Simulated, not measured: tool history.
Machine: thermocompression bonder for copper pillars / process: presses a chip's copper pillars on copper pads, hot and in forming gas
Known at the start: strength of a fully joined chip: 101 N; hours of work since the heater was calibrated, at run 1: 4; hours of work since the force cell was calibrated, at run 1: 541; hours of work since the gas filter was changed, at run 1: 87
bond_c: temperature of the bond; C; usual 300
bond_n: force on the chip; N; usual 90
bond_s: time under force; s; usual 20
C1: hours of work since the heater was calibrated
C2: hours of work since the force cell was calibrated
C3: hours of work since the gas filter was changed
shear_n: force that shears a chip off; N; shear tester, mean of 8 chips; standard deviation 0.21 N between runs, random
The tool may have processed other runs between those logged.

{"run": 1, "day": 0.0, "bond_c": 300, "bond_n": 90, "bond_s": 20, "C1": 4, "C2": 541, "C3": 87, "shear_n": 74.5}
{"run": 2, "day": 1.479, "bond_c": 300, "bond_n": 90, "bond_s": 20, "C1": 32, "C2": 569, "C3": 115, "shear_n": 74.3}
{"run": 3, "day": 2.896, "bond_c": 300, "bond_n": 90, "bond_s": 20, "C1": 59, "C2": 596, "C3": 141, "shear_n": 74.8}
{"day": 4.3, "done": "forming gas filter changed"}
{"run": 4, "day": 4.467, "bond_c": 300, "bond_n": 90, "bond_s": 20, "C1": 88, "C2": 626, "C3": 3, "shear_n": 75.0}
{"run": 5, "day": 6.454, "bond_c": 300, "bond_n": 90, "bond_s": 20, "C1": 126, "C2": 663, "C3": 41, "shear_n": 74.8}
{"run": 6, "day": 8.375, "bond_c": 300, "bond_n": 90, "bond_s": 20, "C1": 162, "C2": 700, "C3": 77, "shear_n": 74.7}
{"run": 7, "day": 9.912, "bond_c": 300, "bond_n": 90, "bond_s": 20, "C1": 192, "C2": 729, "C3": 107, "shear_n": 74.6}
{"run": 8, "day": 11.529, "bond_c": 300, "bond_n": 90, "bond_s": 20, "C1": 222, "C2": 760, "C3": 137, "shear_n": 74.9}
{"day": 13.062, "done": "forming gas filter changed"}
{"run": 9, "day": 13.129, "bond_c": 300, "bond_n": 90, "bond_s": 20, "C1": 252, "C2": 790, "C3": 1, "shear_n": 74.6}
{"run": 10, "day": 15.358, "bond_c": 300, "bond_n": 90, "bond_s": 18, "C1": 294, "C2": 832, "C3": 44, "shear_n": 72.9}
{"run": 11, "day": 17.658, "bond_c": 298, "bond_n": 90, "bond_s": 20, "C1": 338, "C2": 875, "C3": 87, "shear_n": 73.7}
{"run": 12, "day": 19.45, "bond_c": 298, "bond_n": 90, "bond_s": 20, "C1": 372, "C2": 909, "C3": 121, "shear_n": 73.9}
{"run": 13, "day": 20.967, "bond_c": 300, "bond_n": 135, "bond_s": 20, "C1": 401, "C2": 938, "C3": 150, "shear_n": 87.3}
{"day": 21.925, "done": "forming gas filter changed"}
{"run": 14, "day": 22.417, "bond_c": 300, "bond_n": 135, "bond_s": 20, "C1": 428, "C2": 965, "C3": 9, "shear_n": 87.4}
{"run": 15, "day": 24.129, "bond_c": 300, "bond_n": 135, "bond_s": 20, "C1": 461, "C2": 998, "C3": 42, "shear_n": 87.4}
{"run": 16, "day": 25.988, "bond_c": 286, "bond_n": 90, "bond_s": 20, "C1": 496, "C2": 1033, "C3": 77, "shear_n": 65.6}
{"run": 17, "day": 27.688, "bond_c": 286, "bond_n": 90, "bond_s": 20, "C1": 528, "C2": 1065, "C3": 109, "shear_n": 65.5}
{"run": 18, "day": 29.392, "bond_c": 286, "bond_n": 90, "bond_s": 20, "C1": 560, "C2": 1098, "C3": 142, "shear_n": 65.5}
{"day": 30.9, "done": "forming gas filter changed"}
{"run": 19, "day": 31.308, "bond_c": 286, "bond_n": 90, "bond_s": 20, "C1": 596, "C2": 1134, "C3": 8, "shear_n": 65.7}
{"run": 20, "day": 33.062, "bond_c": 326, "bond_n": 57, "bond_s": 16, "C1": 630, "C2": 1167, "C3": 41, "shear_n": 70.1}
{"run": 21, "day": 34.679, "bond_c": 300, "bond_n": 73, "bond_s": 43, "C1": 660, "C2": 1198, "C3": 72, "shear_n": 80.7}
{"run": 22, "day": 37.346, "bond_c": 300, "bond_n": 73, "bond_s": 43, "C1": 711, "C2": 1248, "C3": 122, "shear_n": 80.6}
{"day": 39.733, "done": "forming gas filter changed"}
{"run": 23, "day": 39.996, "bond_c": 288, "bond_n": 84, "bond_s": 17, "C1": 761, "C2": 1298, "C3": 5, "shear_n": 61.6}
{"day": 40.996, "done": "force cell calibrated"}
{"run": 24, "day": 42.104, "bond_c": 288, "bond_n": 84, "bond_s": 17, "C1": 800, "C2": 21, "C3": 44, "shear_n": 61.5}
{"run": 25, "day": 44.871, "bond_c": 288, "bond_n": 84, "bond_s": 17, "C1": 852, "C2": 74, "C3": 96, "shear_n": 61.5}
{"run": 26, "day": 47.088, "bond_c": 288, "bond_n": 84, "bond_s": 17, "C1": 894, "C2": 116, "C3": 138, "shear_n": 61.7}
{"day": 48.671, "done": "forming gas filter changed"}
{"run": 27, "day": 48.771, "bond_c": 295, "bond_n": 76, "bond_s": 17, "C1": 926, "C2": 147, "C3": 2, "shear_n": 62.5}
{"run": 28, "day": 51.138, "bond_c": 306, "bond_n": 67, "bond_s": 17, "C1": 971, "C2": 192, "C3": 47, "shear_n": 65.0}
{"run": 29, "day": 52.529, "bond_c": 306, "bond_n": 67, "bond_s": 17, "C1": 997, "C2": 218, "C3": 73, "shear_n": 64.8}
{"run": 30, "day": 53.688, "bond_c": 297, "bond_n": 90, "bond_s": 37, "C1": 1019, "C2": 240, "C3": 95, "shear_n": 82.9}
{"run": 31, "day": 55.867, "bond_c": 303, "bond_n": 90, "bond_s": 10, "C1": 1060, "C2": 282, "C3": 137, "shear_n": 63.9}
{"day": 57.412, "done": "forming gas filter changed"}
{"run": 32, "day": 58.275, "bond_c": 303, "bond_n": 90, "bond_s": 10, "C1": 1106, "C2": 327, "C3": 16, "shear_n": 64.3}
{"run": 33, "day": 59.446, "bond_c": 298, "bond_n": 90, "bond_s": 39, "C1": 1128, "C2": 349, "C3": 39, "shear_n": 84.6}
{"run": 34, "day": 61.696, "bond_c": 287, "bond_n": 74, "bond_s": 50, "C1": 1171, "C2": 392, "C3": 81, "shear_n": 75.9}
{"run": 35, "day": 63.992, "bond_c": 300, "bond_n": 90, "bond_s": 47, "C1": 1214, "C2": 436, "C3": 125, "shear_n": 87.7}
{"day": 66.271, "done": "forming gas filter changed"}
{"run": 36, "day": 66.833, "bond_c": 294, "bond_n": 90, "bond_s": 40, "C1": 1268, "C2": 489, "C3": 11, "shear_n": 82.5}
{"run": 37, "day": 68.433, "bond_c": 291, "bond_n": 90, "bond_s": 10, "C1": 1298, "C2": 519, "C3": 41, "shear_n": 56.3}
{"run": 38, "day": 69.717, "bond_c": 299, "bond_n": 90, "bond_s": 20, "C1": 1322, "C2": 544, "C3": 65, "shear_n": 74.0}

What differs in the tool's unlogged condition from the final listed run ahead of each entry between runs to the first listed run following it?
Runs 3 to 4: forming gas filter changed (day 4.300)
  oxide that the forming gas leaves, % of the face: 0.53 -> 0.5
Runs 8 to 9: forming gas filter changed (day 13.062)
  oxide that the forming gas leaves, % of the face: 0.53 -> 0.5
Runs 13 to 14: forming gas filter changed (day 21.925)
  oxide that the forming gas leaves, % of the face: 0.53 -> 0.5
Runs 18 to 19: forming gas filter changed (day 30.900)
  oxide that the forming gas leaves, % of the face: 0.53 -> 0.5
Runs 22 to 23: forming gas filter changed (day 39.733)
  oxide that the forming gas leaves, % of the face: 0.53 -> 0.5
Runs 23 to 24: force cell calibrated (day 40.996)
  force that reaches the chip, % of what is set: 100.1 -> 100; oxide that the forming gas leaves, % of the face: 0.5 -> 0.51
Runs 26 to 27: forming gas filter changed (day 48.671)
  oxide that the forming gas leaves, % of the face: 0.53 -> 0.5
Runs 31 to 32: forming gas filter changed (day 57.412)
  oxide that the forming gas leaves, % of the face: 0.53 -> 0.51
Runs 35 to 36: forming gas filter changed (day 66.271)
  oxide that the forming gas leaves, % of the face: 0.53 -> 0.5

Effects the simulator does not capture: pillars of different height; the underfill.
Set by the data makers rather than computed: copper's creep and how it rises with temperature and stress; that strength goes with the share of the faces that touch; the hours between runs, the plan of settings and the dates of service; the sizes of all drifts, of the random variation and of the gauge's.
